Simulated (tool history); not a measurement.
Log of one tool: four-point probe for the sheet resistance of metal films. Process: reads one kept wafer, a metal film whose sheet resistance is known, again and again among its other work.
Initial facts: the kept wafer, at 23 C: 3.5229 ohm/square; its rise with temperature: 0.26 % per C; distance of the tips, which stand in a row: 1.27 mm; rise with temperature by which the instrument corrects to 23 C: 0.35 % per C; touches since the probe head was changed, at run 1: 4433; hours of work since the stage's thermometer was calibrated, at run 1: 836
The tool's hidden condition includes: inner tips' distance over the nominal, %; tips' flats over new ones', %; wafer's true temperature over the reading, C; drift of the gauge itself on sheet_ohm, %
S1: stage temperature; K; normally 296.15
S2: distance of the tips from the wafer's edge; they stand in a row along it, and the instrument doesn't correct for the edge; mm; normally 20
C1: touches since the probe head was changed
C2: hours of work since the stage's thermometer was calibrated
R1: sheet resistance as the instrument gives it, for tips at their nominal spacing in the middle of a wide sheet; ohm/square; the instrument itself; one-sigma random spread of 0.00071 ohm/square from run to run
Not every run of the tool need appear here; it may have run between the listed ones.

Run 1, hour 0.0: usual settings; C1 4433; C2 836. Result: R1 3.511206 ohm/square.
Run 2, hour 19.1: usual settings; C1 5086; C2 847. Result: R1 3.510231 ohm/square.
Run 3, hour 32.4: usual settings; C1 5543; C2 855. Result: R1 3.509716 ohm/square.
Run 4, hour 56.2: usual settings; C1 6361; C2 870. Result: R1 3.511638 ohm/square.
Run 5, hour 70.7: usual settings but S2 27 mm; C1 6857; C2 878. Result: R1 3.509131 ohm/square.
Run 6, hour 98.4: usual settings but S2 27 mm; C1 7808; C2 895. Result: R1 3.507593 ohm/square.
Run 7, hour 125.6: usual settings but S2 27 mm; C1 8738; C2 912. Result: R1 3.508777 ohm/square.
Run 8, hour 137.0: usual settings but S2 27 mm; C1 9131; C2 918. Result: R1 3.508273 ohm/square.
Run 9, hour 153.0: usual settings but S2 5 mm; C1 9679; C2 928. Result: R1 3.621117 ohm/square.
Run 10, hour 176.2: usual settings but S1 293.15 K, S2 5 mm; C1 10475; C2 942. Result: R1 3.632517 ohm/square.
Run 11, hour 190.7: usual settings but S1 293.15 K, S2 5 mm; C1 10972; C2 951. Result: R1 3.633635 ohm/square.
At hour 192.5: stage's thermometer calibrated.
Run 12, hour 212.8: usual settings but S1 306.15 K; C1 11712; C2 12. Result: R1 3.481268 ohm/square.
Run 13, hour 239.1: usual settings but S1 299.15 K, S2 17 mm; C1 12612; C2 28. Result: R1 3.505181 ohm/square.
Run 14, hour 264.3: usual settings but S2 64 mm; C1 13478; C2 43. Result: R1 3.506431 ohm/square.
Run 15, hour 278.6: usual settings but S1 292.15 K; C1 13967; C2 52. Result: R1 3.524967 ohm/square.
At hour 283.7: stage's thermometer calibrated, once more.
Run 16, hour 295.1: usual settings but S1 301.15 K, S2 6 mm; C1 14515; C2 7. Result: R1 3.575586 ohm/square.
Run 17, hour 322.4: usual settings but S1 301.15 K, S2 65 mm; C1 15452; C2 23. Result: R1 3.493015 ohm/square.
Run 18, hour 336.5: usual settings but S1 305.15 K, S2 8 mm; C1 15936; C2 32. Result: R1 3.527450 ohm/square.
Run 19, hour 350.5: usual settings but S1 303.15 K, S2 27 mm; C1 16416; C2 40. Result: R1 3.491203 ohm/square.

For run 20, what comes out?
Run 20, hour 378.7: usual settings but S1 303.15 K, S2 27 mm; C1 17382; C2 57. Result: R1 ?.

Run 20 yielded R1 3.490897 ohm/square.
With no hidden state in the tool, this same run would have given R1 3.504723 ohm/square.

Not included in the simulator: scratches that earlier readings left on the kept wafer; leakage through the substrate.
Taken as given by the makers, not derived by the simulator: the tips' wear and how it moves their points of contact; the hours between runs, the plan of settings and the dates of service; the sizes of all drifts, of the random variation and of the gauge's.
